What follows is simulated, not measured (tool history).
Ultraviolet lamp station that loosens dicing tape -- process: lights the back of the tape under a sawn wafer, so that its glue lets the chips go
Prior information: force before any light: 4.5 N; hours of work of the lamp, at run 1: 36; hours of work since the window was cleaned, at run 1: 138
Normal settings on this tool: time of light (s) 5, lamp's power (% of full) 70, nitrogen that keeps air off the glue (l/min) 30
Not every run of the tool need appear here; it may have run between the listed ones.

run	hour	time of light (s)	lamp's power (% of full)	nitrogen that keeps air off the glue (l/min)	hours of work of the lamp	hours of work since the window was cleaned	force that peels the tape off (N)	light that reached the tape (mJ/cm2)
1	0.0	5	70	30	36	138	0.259	476
2	15.1	5	70	30	47	149	0.248	476
3	29.6	5	70	30	57	160	0.255	475
4	42.8	5	70	30	67	169	0.241	471
5	53.6	5	70	30	75	177	0.250	470
6	67.8	5	70	30	85	187	0.264	468
7	76.6	5	70	30	91	194	0.257	463
8	88.3	5	70	30	100	202	0.254	468
9	101.4	5	70	30	109	212	0.272	460
10	117.7	5	70	30	121	224	0.264	459
11	125.7	5	70	30	127	229	0.279	458
12	134.6	5	70	30	133	236	0.271	458
13	147.2	5	70	30	143	245	0.268	456
14	164.1	5	70	30	155	257	0.275	452
# hour 165.7: window cleaned of glue's vapour
15	182.0	5	70	30	167	12	0.303	444
16	192.2	5	70	30	175	19	0.293	432
17	208.8	5	92	30	187	31	0.177	570
18	225.0	5	92	30	199	43	0.179	563
19	236.3	5	92	30	207	51	0.175	561
20	244.7	4	69	30	213	57	0.496	337
21	255.6	2	68	16	221	65	1.748	168
# hour 273.9: window cleaned of glue's vapour, once more
22	274.2	2	73	16	234	0	1.529	193
23	285.1	2	73	16	242	8	1.548	186
24	298.9	4	78	29	252	18	0.355	406
25	310.6	4	78	29	260	27	0.359	401
26	323.5	5	70	53	270	36	0.205	453
27	336.7	2	70	57	279	46	1.036	179
28	351.7	2	70	57	290	56	1.071	179
29	363.5	2	70	57	299	65	1.061	177
30	380.7	2	71	19	311	77	1.544	179
31	396.1	2	71	19	322	89	1.556	179
32	407.2	5	80	10	330	97	0.488	505
33	423.6	3	74	27	342	109	0.759	275
34	434.2	6	74	27	350	116	0.207	552
35	444.7	6	63	21	358	124	0.323	462

3 ways to go on from here, each from the tool as it stands after run 35. What would each give?
A	459.7	2	70	30	369	135	?	?
B	459.7	6	71	21	369	135	?	?
C	459.7	8	62	30	369	135	?	?

run	force that peels the tape off (N)	light that reached the tape (mJ/cm2)
A	1.351	172
B	0.262	529
C	0.150	613
Without the tool's unlogged condition, the same runs would have read:
run	force that peels the tape off (N)	light that reached the tape (mJ/cm2)
A	1.126	199
B	0.196	614
C	0.122	712
